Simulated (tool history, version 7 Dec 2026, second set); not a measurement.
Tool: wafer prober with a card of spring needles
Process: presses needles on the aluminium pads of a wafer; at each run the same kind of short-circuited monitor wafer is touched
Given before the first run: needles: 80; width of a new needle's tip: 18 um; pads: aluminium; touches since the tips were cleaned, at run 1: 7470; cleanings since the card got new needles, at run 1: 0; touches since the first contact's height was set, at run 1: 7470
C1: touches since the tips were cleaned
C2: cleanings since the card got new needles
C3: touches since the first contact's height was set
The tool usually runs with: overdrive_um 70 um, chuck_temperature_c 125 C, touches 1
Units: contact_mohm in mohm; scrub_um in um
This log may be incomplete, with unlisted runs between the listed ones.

{"run": 1, "day": 0.0, "overdrive_um": 70, "chuck_temperature_c": 125, "touches": 1, "C1": 7470, "C2": 0, "C3": 7470, "contact_mohm": 126, "scrub_um": 19.15}
{"day": 0.158, "done": "tips cleaned on abrasive film"}
{"day": 0.942, "done": "tips cleaned on abrasive film"}
{"day": 1.621, "done": "tips cleaned on abrasive film"}
{"run": 2, "day": 1.621, "overdrive_um": 70, "chuck_temperature_c": 125, "touches": 1, "C1": 0, "C2": 3, "C3": 30313, "contact_mohm": 127, "scrub_um": 19.18}
{"day": 2.4, "done": "tips cleaned on abrasive film"}
{"day": 3.183, "done": "tips cleaned on abrasive film"}
{"day": 3.812, "done": "tips cleaned on abrasive film"}
{"run": 3, "day": 3.821, "overdrive_um": 70, "chuck_temperature_c": 125, "touches": 1, "C1": 114, "C2": 6, "C3": 61398, "contact_mohm": 127, "scrub_um": 19.04}
{"day": 4.446, "done": "tips cleaned on abrasive film"}
{"day": 5.071, "done": "tips cleaned on abrasive film"}
{"day": 5.854, "done": "tips cleaned on abrasive film"}
{"day": 6.483, "done": "tips cleaned on abrasive film"}
{"day": 7.108, "done": "tips cleaned on abrasive film"}
{"run": 4, "day": 7.467, "overdrive_um": 70, "chuck_temperature_c": 125, "touches": 1, "C1": 5072, "C2": 11, "C3": 112933, "contact_mohm": 128, "scrub_um": 19.2}
{"day": 7.779, "done": "tips cleaned on abrasive film"}
{"day": 8.562, "done": "tips cleaned on abrasive film"}
{"day": 9.192, "done": "tips cleaned on abrasive film"}
{"day": 9.817, "done": "tips cleaned on abrasive film"}
{"run": 5, "day": 9.908, "overdrive_um": 70, "chuck_temperature_c": 125, "touches": 1, "C1": 1319, "C2": 15, "C3": 147434, "contact_mohm": 125, "scrub_um": 19.07}
{"day": 10.538, "done": "tips cleaned on abrasive film"}
{"day": 11.162, "done": "tips cleaned on abrasive film"}
{"day": 11.792, "done": "tips cleaned on abrasive film"}
{"day": 12.492, "done": "tips cleaned on abrasive film"}
{"run": 6, "day": 12.492, "overdrive_um": 70, "chuck_temperature_c": 125, "touches": 1, "C1": 0, "C2": 19, "C3": 183900, "contact_mohm": 128, "scrub_um": 19.1}
{"day": 13.117, "done": "tips cleaned on abrasive film"}
{"day": 13.746, "done": "tips cleaned on abrasive film"}
{"day": 14.371, "done": "tips cleaned on abrasive film"}
{"day": 15.0, "done": "tips cleaned on abrasive film"}
{"day": 15.625, "done": "tips cleaned on abrasive film"}
{"run": 7, "day": 16.062, "overdrive_um": 72, "chuck_temperature_c": 125, "touches": 1, "C1": 6203, "C2": 24, "C3": 234348, "contact_mohm": 127, "scrub_um": 19.62}
{"day": 16.375, "done": "tips cleaned on abrasive film"}
{"day": 17.004, "done": "tips cleaned on abrasive film"}
{"day": 17.017, "done": "height of the first contact set anew"}
{"day": 17.642, "done": "tips cleaned on abrasive film"}
{"run": 8, "day": 18.229, "overdrive_um": 70, "chuck_temperature_c": 125, "touches": 1, "C1": 8304, "C2": 27, "C3": 17154, "contact_mohm": 123, "scrub_um": 19.09}
{"day": 18.388, "done": "tips cleaned on abrasive film"}
{"day": 19.012, "done": "tips cleaned on abrasive film"}
{"day": 19.796, "done": "tips cleaned on abrasive film"}
{"day": 20.421, "done": "tips cleaned on abrasive film"}
{"run": 9, "day": 20.433, "overdrive_um": 70, "chuck_temperature_c": 125, "touches": 1, "C1": 125, "C2": 31, "C3": 48250, "contact_mohm": 127, "scrub_um": 19.06}
{"day": 21.058, "done": "tips cleaned on abrasive film"}
{"day": 21.683, "done": "tips cleaned on abrasive film"}
{"day": 22.312, "done": "tips cleaned on abrasive film"}
{"day": 23.096, "done": "tips cleaned on abrasive film"}
{"run": 10, "day": 23.138, "overdrive_um": 52, "chuck_temperature_c": 125, "touches": 1, "C1": 647, "C2": 35, "C3": 86502, "contact_mohm": 131, "scrub_um": 14.21}
{"day": 23.767, "done": "tips cleaned on abrasive film"}
{"day": 24.55, "done": "tips cleaned on abrasive film"}
{"day": 25.175, "done": "tips cleaned on abrasive film"}
{"run": 11, "day": 25.242, "overdrive_um": 52, "chuck_temperature_c": 125, "touches": 2, "C1": 955, "C2": 38, "C3": 116215, "contact_mohm": 132, "scrub_um": 14.12}
{"day": 25.871, "done": "tips cleaned on abrasive film"}
{"day": 26.496, "done": "tips cleaned on abrasive film"}
{"day": 27.121, "done": "tips cleaned on abrasive film"}
{"day": 27.75, "done": "tips cleaned on abrasive film"}
{"run": 12, "day": 28.2, "overdrive_um": 62, "chuck_temperature_c": 125, "touches": 2, "C1": 6427, "C2": 42, "C3": 158039, "contact_mohm": 129, "scrub_um": 16.83}
{"day": 28.517, "done": "tips cleaned on abrasive film"}
{"day": 29.142, "done": "tips cleaned on abrasive film"}
{"day": 29.771, "done": "tips cleaned on abrasive film"}
{"day": 30.396, "done": "tips cleaned on abrasive film"}
{"day": 31.025, "done": "tips cleaned on abrasive film"}
{"run": 13, "day": 31.233, "overdrive_um": 62, "chuck_temperature_c": 125, "touches": 2, "C1": 2965, "C2": 47, "C3": 200825, "contact_mohm": 126, "scrub_um": 16.88}
{"day": 31.704, "done": "tips cleaned on abrasive film"}
{"day": 32.329, "done": "tips cleaned on abrasive film"}
{"day": 33.112, "done": "tips cleaned on abrasive film"}
{"day": 33.738, "done": "tips cleaned on abrasive film"}
{"day": 34.367, "done": "tips cleaned on abrasive film"}
{"day": 34.533, "done": "height of the first contact set anew"}
{"day": 35.004, "done": "tips cleaned on abrasive film"}
{"run": 14, "day": 35.133, "overdrive_um": 59, "chuck_temperature_c": 33, "touches": 2, "C1": 1820, "C2": 53, "C3": 8456, "contact_mohm": 117, "scrub_um": 16.1}
{"day": 35.758, "done": "tips cleaned on abrasive film"}
{"day": 36.388, "done": "tips cleaned on abrasive film"}
{"day": 37.012, "done": "tips cleaned on abrasive film"}
{"day": 37.642, "done": "tips cleaned on abrasive film"}
{"run": 15, "day": 37.821, "overdrive_um": 59, "chuck_temperature_c": 33, "touches": 2, "C1": 2580, "C2": 57, "C3": 46432, "contact_mohm": 115, "scrub_um": 16.08}
{"day": 38.292, "done": "tips cleaned on abrasive film"}
{"day": 39.075, "done": "tips cleaned on abrasive film"}
{"run": 16, "day": 39.412, "overdrive_um": 60, "chuck_temperature_c": 43, "touches": 2, "C1": 4773, "C2": 59, "C3": 68903, "contact_mohm": 119, "scrub_um": 16.33}
{"day": 39.725, "done": "tips cleaned on abrasive film"}
{"day": 40.354, "done": "tips cleaned on abrasive film"}
{"day": 40.979, "done": "tips cleaned on abrasive film"}
{"day": 41.608, "done": "tips cleaned on abrasive film"}
{"day": 42.233, "done": "tips cleaned on abrasive film"}
{"run": 17, "day": 42.262, "overdrive_um": 74, "chuck_temperature_c": 38, "touches": 1, "C1": 430, "C2": 64, "C3": 109155, "contact_mohm": 115, "scrub_um": 20.13}
{"day": 42.892, "done": "tips cleaned on abrasive film"}
{"day": 43.517, "done": "tips cleaned on abrasive film"}
{"day": 44.146, "done": "tips cleaned on abrasive film"}
{"day": 44.771, "done": "tips cleaned on abrasive film"}
{"day": 45.396, "done": "tips cleaned on abrasive film"}
{"day": 46.025, "done": "tips cleaned on abrasive film"}
{"run": 18, "day": 46.125, "overdrive_um": 74, "chuck_temperature_c": 65, "touches": 2, "C1": 1421, "C2": 70, "C3": 163669, "contact_mohm": 119, "scrub_um": 20.05}
{"day": 46.75, "done": "tips cleaned on abrasive film"}
{"day": 47.379, "done": "tips cleaned on abrasive film"}
{"day": 48.004, "done": "tips cleaned on abrasive film"}
{"day": 48.629, "done": "tips cleaned on abrasive film"}
{"run": 19, "day": 48.738, "overdrive_um": 83, "chuck_temperature_c": 82, "touches": 2, "C1": 1492, "C2": 74, "C3": 200557, "contact_mohm": 119, "scrub_um": 22.56}
{"day": 49.362, "done": "tips cleaned on abrasive film"}
{"day": 49.988, "done": "tips cleaned on abrasive film"}
{"day": 50.617, "done": "tips cleaned on abrasive film"}
{"run": 20, "day": 50.85, "overdrive_um": 61, "chuck_temperature_c": 63, "touches": 2, "C1": 3343, "C2": 77, "C3": 230447, "contact_mohm": 119, "scrub_um": 16.65}
{"day": 51.321, "done": "tips cleaned on abrasive film"}
{"day": 51.95, "done": "tips cleaned on abrasive film"}
{"day": 51.962, "done": "height of the first contact set anew"}
{"run": 21, "day": 52.521, "overdrive_um": 63, "chuck_temperature_c": 95, "touches": 1, "C1": 7931, "C2": 79, "C3": 7931, "contact_mohm": 124, "scrub_um": 17.14}
{"day": 52.679, "done": "tips cleaned on abrasive film"}
{"day": 53.304, "done": "tips cleaned on abrasive film"}
{"day": 53.933, "done": "tips cleaned on abrasive film"}
{"day": 54.717, "done": "tips cleaned on abrasive film"}
{"day": 55.342, "done": "tips cleaned on abrasive film"}
{"run": 22, "day": 55.908, "overdrive_um": 51, "chuck_temperature_c": 31, "touches": 1, "C1": 8046, "C2": 84, "C3": 55798, "contact_mohm": 119, "scrub_um": 13.9}
{"day": 56.067, "done": "tips cleaned on abrasive film"}
{"day": 56.696, "done": "tips cleaned on abrasive film"}
{"day": 57.475, "done": "tips cleaned on abrasive film"}
{"run": 23, "day": 57.933, "overdrive_um": 89, "chuck_temperature_c": 55, "touches": 3, "C1": 6472, "C2": 87, "C3": 84392, "contact_mohm": 115, "scrub_um": 24.25}
{"day": 58.246, "done": "tips cleaned on abrasive film"}
{"day": 58.875, "done": "tips cleaned on abrasive film"}
{"day": 59.5, "done": "tips cleaned on abrasive film"}
{"day": 60.129, "done": "tips cleaned on abrasive film"}
{"day": 60.908, "done": "tips cleaned on abrasive film"}
{"day": 61.692, "done": "tips cleaned on abrasive film"}
{"run": 24, "day": 61.8, "overdrive_um": 89, "chuck_temperature_c": 83, "touches": 3, "C1": 1528, "C2": 93, "C3": 139014, "contact_mohm": 123, "scrub_um": 24.25}
{"day": 62.425, "done": "tips cleaned on abrasive film"}
{"day": 63.054, "done": "tips cleaned on abrasive film"}
{"day": 63.679, "done": "tips cleaned on abrasive film"}
{"run": 25, "day": 63.812, "overdrive_um": 70, "chuck_temperature_c": 115, "touches": 2, "C1": 1861, "C2": 96, "C3": 167422, "contact_mohm": 124, "scrub_um": 19.03}
{"day": 64.438, "done": "tips cleaned on abrasive film"}
{"day": 65.067, "done": "tips cleaned on abrasive film"}
{"day": 65.692, "done": "tips cleaned on abrasive film"}
{"day": 66.317, "done": "tips cleaned on abrasive film"}
{"run": 26, "day": 66.321, "overdrive_um": 82, "chuck_temperature_c": 115, "touches": 2, "C1": 40, "C2": 100, "C3": 202858, "contact_mohm": 123, "scrub_um": 22.28}

Below are 4 alternative next runs, each starting from the tool's condition after run 26. Predict each:
{"day": 66.95, "done": "tips cleaned on abrasive film"}
{"day": 67.575, "done": "tips cleaned on abrasive film"}
{"run": "A", "day": 68.079, "overdrive_um": 67, "chuck_temperature_c": 82, "touches": 3, "C1": 7157, "C2": 102, "C3": 227729, "contact_mohm": "?", "scrub_um": "?"}
{"day": 66.95, "done": "tips cleaned on abrasive film"}
{"day": 67.575, "done": "tips cleaned on abrasive film"}
{"run": "B", "day": 68.079, "overdrive_um": 82, "chuck_temperature_c": 102, "touches": 2, "C1": 7157, "C2": 102, "C3": 227729, "contact_mohm": "?", "scrub_um": "?"}
{"day": 66.95, "done": "tips cleaned on abrasive film"}
{"day": 67.575, "done": "tips cleaned on abrasive film"}
{"run": "C", "day": 68.079, "overdrive_um": 72, "chuck_temperature_c": 125, "touches": 1, "C1": 7157, "C2": 102, "C3": 227729, "contact_mohm": "?", "scrub_um": "?"}
{"day": 66.95, "done": "tips cleaned on abrasive film"}
{"day": 67.575, "done": "tips cleaned on abrasive film"}
{"run": "D", "day": 68.079, "overdrive_um": 70, "chuck_temperature_c": 45, "touches": 1, "C1": 7157, "C2": 102, "C3": 227729, "contact_mohm": "?", "scrub_um": "?"}

run=A contact_mohm=122 scrub_um=18.45
run=B contact_mohm=123 scrub_um=22.29
run=C contact_mohm=126 scrub_um=19.59
run=D contact_mohm=116 scrub_um=19.01
Stripped of hidden state, with their random variation kept, the same runs would have yielded:
run=A contact_mohm=122 scrub_um=18.45
run=B contact_mohm=123 scrub_um=22.29
run=C contact_mohm=126 scrub_um=19.6
run=D contact_mohm=116 scrub_um=19.02
